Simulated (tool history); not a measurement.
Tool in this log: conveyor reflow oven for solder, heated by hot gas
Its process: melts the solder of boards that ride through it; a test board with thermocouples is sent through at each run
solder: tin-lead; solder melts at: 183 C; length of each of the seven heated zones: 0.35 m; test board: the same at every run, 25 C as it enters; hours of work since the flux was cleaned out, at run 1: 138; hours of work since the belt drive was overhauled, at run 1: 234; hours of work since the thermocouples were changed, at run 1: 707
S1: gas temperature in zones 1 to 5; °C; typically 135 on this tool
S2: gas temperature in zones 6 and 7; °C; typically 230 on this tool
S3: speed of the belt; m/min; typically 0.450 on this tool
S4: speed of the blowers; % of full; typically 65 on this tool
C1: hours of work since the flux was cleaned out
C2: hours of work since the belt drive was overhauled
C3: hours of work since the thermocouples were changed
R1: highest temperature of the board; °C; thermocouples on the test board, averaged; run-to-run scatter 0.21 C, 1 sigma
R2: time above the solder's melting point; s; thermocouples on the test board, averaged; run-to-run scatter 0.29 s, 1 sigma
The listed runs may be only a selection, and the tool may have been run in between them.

run,hour,S1,S2,S3,S4,C1,C2,C3,R1,R2
1,0.0,135,230,0.450,65,138,234,707,215.7,67.8
2,30.8,135,230,0.450,65,152,247,720,216.0,68.2
3,53.9,135,243,0.450,65,162,257,730,226.5,77.1
4,74.3,141,230,0.450,65,170,266,739,216.5,71.0
5,98.8,141,230,0.450,65,181,277,750,216.4,71.3
# hour 125.9: flux residue cleaned out of gas plates and filters
6,134.8,135,230,0.450,58,4,290,763,213.7,64.8
7,160.5,135,230,0.450,65,15,301,774,215.5,67.6
8,207.8,135,230,0.532,65,35,322,795,210.2,50.8
9,230.2,135,230,0.450,65,45,332,804,215.6,67.5
10,274.2,135,230,0.450,65,64,351,823,215.6,68.1
11,320.4,135,230,0.450,65,84,371,843,215.6,68.1
12,356.6,135,230,0.450,65,100,386,859,215.7,67.8
13,388.7,135,230,0.450,65,114,400,873,215.2,68.1
14,427.4,135,230,0.450,65,130,417,890,215.7,67.6
15,454.2,135,233,0.450,65,142,428,901,218.2,70.1
16,487.7,131,226,0.450,65,157,443,916,211.3,61.8
17,510.0,136,243,0.487,58,166,453,925,222.1,67.8
18,535.7,135,223,0.450,65,177,464,937,209.2,61.4
# hour 571.5: flux residue cleaned out of gas plates and filters
19,577.9,135,230,0.450,80,3,480,953,218.5,71.0
20,603.8,135,230,0.450,67,14,491,964,216.3,68.4
21,645.5,135,230,0.450,67,32,509,982,216.2,67.8
22,665.3,135,225,0.510,76,41,518,990,209.8,54.2
23,700.3,135,225,0.510,76,56,533,1006,209.7,53.4
24,738.9,120,228,0.421,76,72,549,1022,215.7,68.2
25,771.9,120,228,0.421,76,87,564,1037,215.8,68.6
26,803.9,120,228,0.421,76,101,578,1050,216.1,68.7
27,842.6,120,228,0.421,76,117,594,1067,215.6,68.1
28,878.4,135,242,0.450,51,133,610,1083,221.9,73.2
29,901.0,135,242,0.450,51,143,620,1092,221.9,73.0
30,941.9,136,230,0.392,84,160,637,1110,222.1,87.0

Across each entry between runs, compare the hidden state at the last listed run before it with the hidden state at the first listed run after it:
Run 5 -> run 6: flux residue cleaned out of gas plates and filters (hour 125.9)
  heat that the gas passes to the board, % of a clean oven's: 99.7 -> 100
Run 18 -> run 19: flux residue cleaned out of gas plates and filters (hour 571.5)
  heat that the gas passes to the board, % of a clean oven's: 99.7 -> 100
